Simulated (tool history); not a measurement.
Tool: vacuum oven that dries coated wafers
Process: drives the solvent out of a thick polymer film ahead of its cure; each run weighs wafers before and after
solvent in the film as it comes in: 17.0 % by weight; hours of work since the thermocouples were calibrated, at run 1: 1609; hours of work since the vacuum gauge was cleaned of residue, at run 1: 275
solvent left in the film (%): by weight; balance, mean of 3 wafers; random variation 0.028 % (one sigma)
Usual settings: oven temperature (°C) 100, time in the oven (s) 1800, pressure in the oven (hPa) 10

run,hour,oven temperature (°C),time in the oven (s),pressure in the oven (hPa),hours of work since the thermocouples were calibrated,hours of work since the vacuum gauge was cleaned of residue,solvent left in the film (%)
1,0,100,1800,10,1609,275,2.49
2,21.4,100,3060,10,1624,290,1.02
3,56.4,97,1800,10,1649,314,3.15
4,93,87,1800,10,1674,340,5.86
5,139.2,112,1800,10,1706,372,0.84
6,166.8,112,1800,10,1725,391,0.83
# hour 188.8: oven's thermocouples calibrated
7,198.3,112,1800,17.5,7,411,1.02
8,243.3,100,1800,10,38,443,2.38
# hour 249.5: vacuum gauge cleaned of residue and calibrated
9,284.4,100,1800,10,65,24,2.42
10,320.4,100,1800,10,90,49,2.48
11,372.3,100,1800,10,126,85,2.38
12,411.6,100,1800,10,154,113,2.44
13,443.3,100,1800,10,176,135,2.46
14,472.5,100,1800,10,196,155,2.49
15,499.6,100,1800,10,215,174,2.43
# hour 511: vacuum gauge cleaned of residue and calibrated, once more
16,539.9,114,1500,23.4,242,20,1.28
17,588.1,114,1500,23.4,275,54,1.29
18,615,90,2280,21.4,294,72,4.38
19,650,100,1800,12.2,318,97,2.48
20,695.4,100,2760,17.5,350,128,1.58
21,724.2,108,1800,19.6,370,148,1.48
22,764,96,1800,19.6,397,176,3.73
23,805.8,89,1140,22.9,426,205,7.86
24,834.7,89,1140,22.9,447,225,7.88

Forecast each of these 3 alternatives for the next run:
A,886,89,1140,31.4,482,260,?
B,886,100,3060,14.3,482,260,?
C,886,100,1620,9.4,482,260,?

run,solvent left in the film (%)
A,8.2
B,1.23
C,2.85
Without the tool's hidden state the same runs would have given:
run,solvent left in the film (%)
A,7.85
B,1.07
C,2.57
